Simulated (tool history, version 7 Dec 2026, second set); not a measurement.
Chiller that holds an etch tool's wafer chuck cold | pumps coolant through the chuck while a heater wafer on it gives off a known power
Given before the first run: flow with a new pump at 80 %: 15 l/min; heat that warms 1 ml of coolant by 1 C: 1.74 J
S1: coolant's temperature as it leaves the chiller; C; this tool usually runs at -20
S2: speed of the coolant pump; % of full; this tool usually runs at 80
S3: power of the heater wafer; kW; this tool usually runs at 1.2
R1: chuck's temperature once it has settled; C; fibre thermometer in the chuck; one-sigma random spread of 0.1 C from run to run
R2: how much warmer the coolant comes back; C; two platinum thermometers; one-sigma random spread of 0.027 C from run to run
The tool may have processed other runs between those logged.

run 1 day=0 | S1=-20 S2=80 S3=1.2 | R1=-8.4 R2=2.77
run 2 day=4.875 | S1=-30 S2=80 S3=1.2 | R1=-18.4 R2=2.72
run 3 day=11.971 | S1=-30 S2=80 S3=1.2 | R1=-18.5 R2=2.76
run 4 day=16.821 | S1=-30 S2=80 S3=1.2 | R1=-18.5 R2=2.77
run 5 day=24.467 | S1=-30 S2=80 S3=1.2 | R1=-18.4 R2=2.62
run 6 day=32.454 | S1=-30 S2=80 S3=1.2 | R1=-18.5 R2=2.7
run 7 day=35.983 | S1=-20 S2=80 S3=0.972 | R1=-10.7 R2=2.19
run 8 day=44.121 | S1=-20 S2=80 S3=0.972 | R1=-10.6 R2=2.16
run 9 day=51.333 | S1=-20 S2=80 S3=0.972 | R1=-10.7 R2=2.08
run 10 day=58.771 | S1=-20 S2=80 S3=0.972 | R1=-10.6 R2=2.12
run 11 day=64.829 | S1=-20 S2=80 S3=0.932 | R1=-11 R2=2.02
run 12 day=71.646 | S1=-20 S2=80 S3=0.932 | R1=-10.9 R2=2.01
run 13 day=79.2 | S1=-20 S2=80 S3=0.932 | R1=-11.1 R2=2.01
-- day=82.846 coolant pump overhauled
run 14 day=82.846 | S1=-20 S2=80 S3=0.932 | R1=-11 R2=1.97
-- day=85.333 coolant changed, channels flushed
run 15 day=88.45 | S1=-20 S2=80 S3=0.932 | R1=-11.1 R2=1.97
run 16 day=93.617 | S1=-20 S2=80 S3=0.932 | R1=-10.8 R2=1.95
run 17 day=97.112 | S1=-20 S2=80 S3=0.932 | R1=-10.9 R2=1.98
-- day=104.05 chiller's thermometer calibrated
run 18 day=104.462 | S1=-20 S2=80 S3=0.932 | R1=-11.1 R2=1.92
run 19 day=112.371 | S1=-27 S2=97 S3=1.2 | R1=-17.2 R2=2.02
run 20 day=120.354 | S1=-22 S2=80 S3=0.717 | R1=-15.3 R2=1.47
-- day=127.875 gauge calibrated
run 21 day=128.471 | S1=-22 S2=92 S3=0.621 | R1=-16.8 R2=1.2
run 22 day=136.467 | S1=-22 S2=92 S3=0.621 | R1=-16.6 R2=1.19
run 23 day=142.579 | S1=-22 S2=92 S3=0.621 | R1=-16.8 R2=1.18
run 24 day=149.696 | S1=-29 S2=61 S3=1.666 | R1=-8.5 R2=5.16
run 25 day=156.45 | S1=-29 S2=61 S3=1.666 | R1=-8.4 R2=5.12
run 26 day=160.929 | S1=-29 S2=61 S3=1.666 | R1=-8.7 R2=5.19
run 27 day=167.179 | S1=-19 S2=63 S3=0.754 | R1=-10 R2=2.21
run 28 day=171.329 | S1=-23 S2=80 S3=1.655 | R1=-7.2 R2=3.68
run 29 day=178.038 | S1=-23 S2=80 S3=1.655 | R1=-7.2 R2=3.77
run 30 day=185.988 | S1=-17 S2=80 S3=1.655 | R1=-1.1 R2=3.71
run 31 day=192.925 | S1=-20 S2=79 S3=1.356 | R1=-6.7 R2=3.03

Some steps in R2 between neighbouring runs. How much of each would the tool show without its hidden state too (settings, what came in, random variation), and how much is left for the hidden state, with any gauge scatter that isn't in both results?
Hidden conditions of the tool in this case: heat passed by the chuck's channels, % of clean ones'; flow at a given pump speed, % of a new pump's; coolant's true temperature over the reading, C; drift of the gauge itself on chuck_c, C; drift of the gauge itself on warmer_back_c, C.
Run 4 -> 5: nothing adjusted, nothing logged. R2 -0.15 C: hidden state -0.02, all else -0.13.
Run 5 -> 6: nothing adjusted, nothing logged. R2 +0.08 C: hidden state -0.02, all else +0.1.
Run 20 -> 21: S2 80 -> 92, S3 0.717 -> 0.621, gauge calibrated. R2 -0.27 C: hidden state +0.21, all else -0.48.
Run 23 -> 24: S1 -22 -> -29, S2 92 -> 61, S3 0.621 -> 1.666. R2 +3.98 C: hidden state -0.01, all else +3.99.
Run 26 -> 27: S1 -29 -> -19, S2 61 -> 63, S3 1.666 -> 0.754. R2 -2.98 C: hidden state -0.01, all else -2.97.
Run 27 -> 28: S1 -19 -> -23, S2 63 -> 80, S3 0.754 -> 1.655. R2 +1.47 C: hidden state +0, all else +1.47.
